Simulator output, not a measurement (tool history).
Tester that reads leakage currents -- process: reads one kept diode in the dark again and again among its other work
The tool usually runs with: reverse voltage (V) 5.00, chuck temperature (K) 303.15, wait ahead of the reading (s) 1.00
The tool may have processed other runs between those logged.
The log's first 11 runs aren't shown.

run	day	reverse voltage (V)	chuck temperature (K)	wait ahead of the reading (s)	current that the tester gives (pA)
12	47.096	15.54	315.15	0.62	939.65
13	49.933	15.54	315.15	0.62	949.97
14	55.262	15.54	315.15	0.62	957.19
15	60.950	15.54	315.15	0.62	966.09
16	64.592	5.00	303.15	1.00	234.52
17	67.896	5.00	303.15	1.00	236.89
# day 68.683: chuck's temperature calibrated
18	72.854	5.00	295.15	1.00	120.20
19	77.196	5.00	295.15	1.00	121.10
20	81.442	5.00	295.15	1.00	122.68
21	84.104	18.80	318.15	1.00	1221.79
22	88.400	3.71	303.15	0.69	190.90
# day 91.146: probe card cleaned and baked
23	91.875	3.71	303.15	0.69	182.19
24	96.762	6.14	324.15	3.15	1032.78
25	100.642	4.09	303.15	1.00	195.25
26	106.079	5.04	303.15	1.00	217.72
27	108.496	8.29	313.15	1.11	577.76
# day 109.783: tester calibrated
28	113.158	8.29	313.15	1.11	594.67
29	115.525	6.35	312.15	2.97	488.63
30	119.867	3.03	305.15	2.10	205.73
31	124.683	8.26	303.15	1.00	298.73
32	130.483	8.26	303.15	1.00	302.42
33	135.854	5.00	312.15	6.75	450.37
34	139.971	5.00	312.15	6.75	453.71

Run 35 is up next; what results do you expect?
# day 143.304: chuck's temperature calibrated
35	144.121	8.96	332.15	6.75	?

{"run 35": {"current that the tester gives (pA)": 2058.22}}
With no hidden state in the tool, this same run would have given current that the tester gives (pA) 2060.62.

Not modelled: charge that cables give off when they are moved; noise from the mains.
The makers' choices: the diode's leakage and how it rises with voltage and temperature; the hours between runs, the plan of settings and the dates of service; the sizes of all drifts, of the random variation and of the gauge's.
